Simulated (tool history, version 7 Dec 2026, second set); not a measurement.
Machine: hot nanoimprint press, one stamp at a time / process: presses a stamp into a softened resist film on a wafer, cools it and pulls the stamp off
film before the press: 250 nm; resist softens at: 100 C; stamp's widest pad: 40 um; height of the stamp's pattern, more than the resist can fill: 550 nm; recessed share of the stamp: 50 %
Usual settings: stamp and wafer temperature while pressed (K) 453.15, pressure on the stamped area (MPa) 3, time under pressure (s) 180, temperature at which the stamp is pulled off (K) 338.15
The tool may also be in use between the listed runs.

| run | day | stamp and wafer temperature while pressed (K) | pressure on the stamped area (MPa) | time under pressure (s) | temperature at which the stamp is pulled off (K) | resist left under the stamp's widest pad (Å) | greatest force while the stamp is pulled off (N) |
|---|---|---|---|---|---|---|---|
| 1 | 0 | 453.15 | 3 | 180 | 338.15 | 1146 | 165 |
| 2 | 1.696 | 453.15 | 3 | 96 | 338.15 | 1448 | 160 |
| 3 | 4.912 | 453.15 | 3 | 96 | 338.15 | 1427 | 169 |
| 4 | 6.267 | 453.15 | 3 | 96 | 338.15 | 1427 | 156 |
| 5 | 9.454 | 453.15 | 1.96 | 180 | 338.15 | 1368 | 161 |
| 6 | 12.367 | 453.15 | 3 | 180 | 342.15 | 1155 | 159 |
| 7 | 15.208 | 452.15 | 3 | 180 | 342.15 | 1173 | 152 |
| 8 | 18.679 | 452.15 | 3 | 180 | 342.15 | 1180 | 164 |
| 9 | 21.583 | 452.15 | 3 | 180 | 342.15 | 1187 | 150 |
| 10 | 24.862 | 452.15 | 3 | 180 | 342.15 | 1178 | 155 |
| 11 | 26.475 | 453.15 | 4.39 | 180 | 338.15 | 966 | 161 |
| 12 | 28.138 | 453.15 | 4.39 | 180 | 338.15 | 960 | 165 |
| 13 | 31.104 | 453.15 | 4.39 | 180 | 338.15 | 963 | 164 |
| 14 | 33.542 | 453.15 | 4.39 | 180 | 338.15 | 964 | 160 |
| 15 | 36.292 | 453.15 | 4.39 | 180 | 338.15 | 965 | 162 |
| 16 | 39.654 | 453.15 | 3 | 180 | 338.15 | 1145 | 166 |
| 17 | 41.608 | 457.15 | 3 | 180 | 332.15 | 1020 | 172 |
| 18 | 43.442 | 457.15 | 3 | 180 | 332.15 | 1018 | 173 |
| 19 | 46.125 | 451.15 | 2.75 | 124 | 340.15 | 1433 | 165 |
| 20 | 48.804 | 451.15 | 2.75 | 124 | 340.15 | 1435 | 155 |
| 21 | 52.046 | 457.15 | 2.26 | 180 | 338.15 | 1163 | 166 |
| 22 | 53.583 | 457.15 | 2.26 | 180 | 338.15 | 1144 | 163 |
| 23 | 55.008 | 457.15 | 2.26 | 180 | 338.15 | 1156 | 156 |
| 24 | 56.554 | 458.15 | 3 | 248 | 338.15 | 861 | 165 |
| 25 | 59.071 | 444.15 | 3 | 145 | 339.15 | 1598 | 155 |
| 26 | 61.829 | 447.15 | 2.27 | 167 | 332.15 | 1558 | 174 |
| 27 | 63.358 | 456.15 | 3 | 254 | 341.15 | 915 | 150 |
| 28 | 65.529 | 456.15 | 3 | 254 | 341.15 | 916 | 151 |
| 29 | 66.975 | 456.15 | 4.56 | 313 | 341.15 | 675 | 156 |
| 30 | 69.871 | 462.15 | 2.47 | 313 | 341.15 | 765 | 154 |
| 31 | 73.15 | 462.15 | 2.47 | 313 | 341.15 | 766 | 156 |

Removed from this log: 6 entries logged between the listed runs. Between which two listed runs does each belong, and how does the tool's hidden state at the listed run before it compare with that at the listed run after it?
Logged between run 4 and run 5: stamp cleaned and given a new release coat (day 6.95)
  pressure that arrives at the usual setting, %: 99.78 -> 99.77; grip of the stamp's worn release coat, % over a new coat's: 1.5 -> 0.1
Logged between run 7 and run 8: press's hydraulic seals changed and the load cell set to zero (day 18.121); plate thermocouple calibrated (day 18.679)
  true temperature over the reading, C: 0.04 -> 0; pressure that arrives at the usual setting, %: 99.76 -> 100; grip of the stamp's worn release coat, % over a new coat's: 0.4 -> 0.5
Logged between run 15 and run 16: stamp cleaned and given a new release coat (day 38.583)
  true temperature over the reading, C: 0.01 -> 0.02; grip of the stamp's worn release coat, % over a new coat's: 1.4 -> 0
Logged between run 29 and run 30: plate thermocouple calibrated (day 69.621); stamp cleaned and given a new release coat (day 69.871)
  true temperature over the reading, C: 0.04 -> 0.01; grip of the stamp's worn release coat, % over a new coat's: 1.4 -> 0
